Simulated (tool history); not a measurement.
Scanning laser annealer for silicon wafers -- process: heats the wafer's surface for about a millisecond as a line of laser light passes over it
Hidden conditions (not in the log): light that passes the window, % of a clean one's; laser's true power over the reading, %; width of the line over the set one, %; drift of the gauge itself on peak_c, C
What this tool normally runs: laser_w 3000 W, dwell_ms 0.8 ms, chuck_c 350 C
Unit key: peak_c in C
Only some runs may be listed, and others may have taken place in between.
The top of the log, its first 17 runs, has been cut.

run	day	laser_w	dwell_ms	chuck_c	hours of work since the window was cleaned	hours of work since the power meter was calibrated	hours of work since the optics were aligned	peak_c
18	21.375	2951	0.8	350	588	1249	229	1130
19	22.133	2951	0.8	350	602	1263	243	1127
20	23.742	2951	0.8	350	632	1293	273	1130
21	24.617	3264	0.8	341	648	1309	289	1206
22	26.283	3037	0.8	350	679	1340	320	1149
23	27.671	2669	0.641	363	705	1366	346	993
# day 28.646: window over the wafer cleaned
24	29.425	3248	0.899	363	14	1397	377	1279
25	30.108	2935	0.808	385	27	1410	390	1173
26	31.312	3234	0.701	385	50	1432	412	1201
27	32.054	3234	0.701	385	63	1446	426	1202
28	33.462	2727	0.726	345	90	1472	452	1038
# day 33.7: laser's power meter calibrated
29	35.017	2713	0.912	350	116	25	479	1112
30	36.112	2713	0.912	374	137	45	499	1132
31	36.788	2613	0.614	350	149	57	512	963
# day 37.525: laser's power meter calibrated, once more
32	38.079	3251	0.799	350	171	10	534	1220
33	39.717	3251	0.892	342	201	41	564	1254
34	41.238	3124	0.636	356	230	69	592	1109
35	42.062	3000	0.8	356	245	84	608	1152
36	43.604	2780	0.594	385	274	113	636	1027
37	44.517	2597	0.666	312	291	130	653	939
38	46.092	2597	0.666	312	320	159	683	941
39	46.921	2977	0.65	328	335	175	698	1048
40	48.288	3140	0.65	328	361	200	724	1089

Predict each of these 4 candidate next runs independently; none follows another, all start after run 40:
A	49.021	3140	0.701	374	374	214	737	?
B	49.021	2967	0.8	325	374	214	737	?
C	49.021	2799	0.76	336	374	214	737	?
D	49.021	3280	0.8	350	374	214	737	?

run	peak_c
A	1157
B	1108
C	1057
D	1220
Had the tool no hidden state, the same runs would have come out as:
run	peak_c
A	1177
B	1128
C	1076
D	1243
